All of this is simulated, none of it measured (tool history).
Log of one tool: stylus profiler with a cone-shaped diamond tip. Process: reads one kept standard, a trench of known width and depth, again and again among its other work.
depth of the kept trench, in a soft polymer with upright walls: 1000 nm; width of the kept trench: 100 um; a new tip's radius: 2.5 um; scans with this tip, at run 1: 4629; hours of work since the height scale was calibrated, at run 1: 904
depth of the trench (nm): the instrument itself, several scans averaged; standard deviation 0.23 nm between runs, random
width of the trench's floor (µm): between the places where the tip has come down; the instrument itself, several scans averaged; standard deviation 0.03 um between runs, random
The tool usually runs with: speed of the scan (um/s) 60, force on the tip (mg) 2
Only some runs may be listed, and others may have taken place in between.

run,day,speed of the scan (um/s),force on the tip (mg),scans with this tip,hours of work since the height scale was calibrated,depth of the trench (nm),width of the trench's floor (µm)
1,0,60,2,4629,904,1011.05,95.72
2,1.217,60,2,4693,916,1011.06,95.75
3,2.721,60,2.95,4772,932,1014.73,95.79
4,3.804,60,2.95,4829,943,1014.46,95.74
5,5.954,60,2.95,4942,965,1014.44,95.79
6,7.517,60,2.95,5024,981,1014.53,95.73
7,8.846,60,2,5094,994,1011.01,95.71
8,10.667,60,2,5189,1013,1011.16,95.71
9,12.396,60,2,5280,1031,1010.99,95.75
10,14.2,60,2,5375,1049,1010.91,95.72
11,16,60,2,5469,1068,1011.11,95.71
12,17.958,60,2,5572,1088,1011.51,95.74
13,19.642,184,2,5661,1105,1011.48,95.14
14,20.908,60,2,5727,1118,1011.32,95.68
15,22.3,19,0.94,5800,1132,1007.08,95.9
16,23.408,19,0.94,5858,1144,1006.59,95.87
17,24.479,19,0.94,5915,1154,1006.74,95.88
18,25.771,56,1.35,5982,1168,1008.86,95.69
19,27.271,16,1.71,6061,1183,1010.36,95.92
20,29.6,18,1.46,6184,1207,1009.02,95.88
21,31.1,124,1.25,6262,1222,1008.06,95.22
22,33.279,124,1.25,6377,1245,1008.17,95.22
23,34.942,53,1.24,6464,1262,1008.15,95.67
24,36.246,132,1.78,6532,1275,1010.55,95.38
25,37.562,35,0.84,6601,1289,1006.59,95.74
26,38.892,42,0.74,6671,1302,1005.75,95.69
27,40.108,17,4.98,6735,1315,1020.47,95.91
28,41.388,60,3.81,6802,1328,1017.18,95.8

3 options for the next run, each taken on its own from the tool as it stands now. Forecast them:
A,43.467,90,3.09,6912,1349,?,?
B,43.467,126,1.38,6912,1349,?,?
C,43.467,151,0.88,6912,1349,?,?

run,depth of the trench (nm),width of the trench's floor (µm)
A,1014.58,95.68
B,1009.36,95.29
C,1006.56,94.86
Without the tool's unlogged condition, the same runs would have read:
run,depth of the trench (nm),width of the trench's floor (µm)
A,1014.63,95.69
B,1009.41,95.3
C,1006.6,94.87

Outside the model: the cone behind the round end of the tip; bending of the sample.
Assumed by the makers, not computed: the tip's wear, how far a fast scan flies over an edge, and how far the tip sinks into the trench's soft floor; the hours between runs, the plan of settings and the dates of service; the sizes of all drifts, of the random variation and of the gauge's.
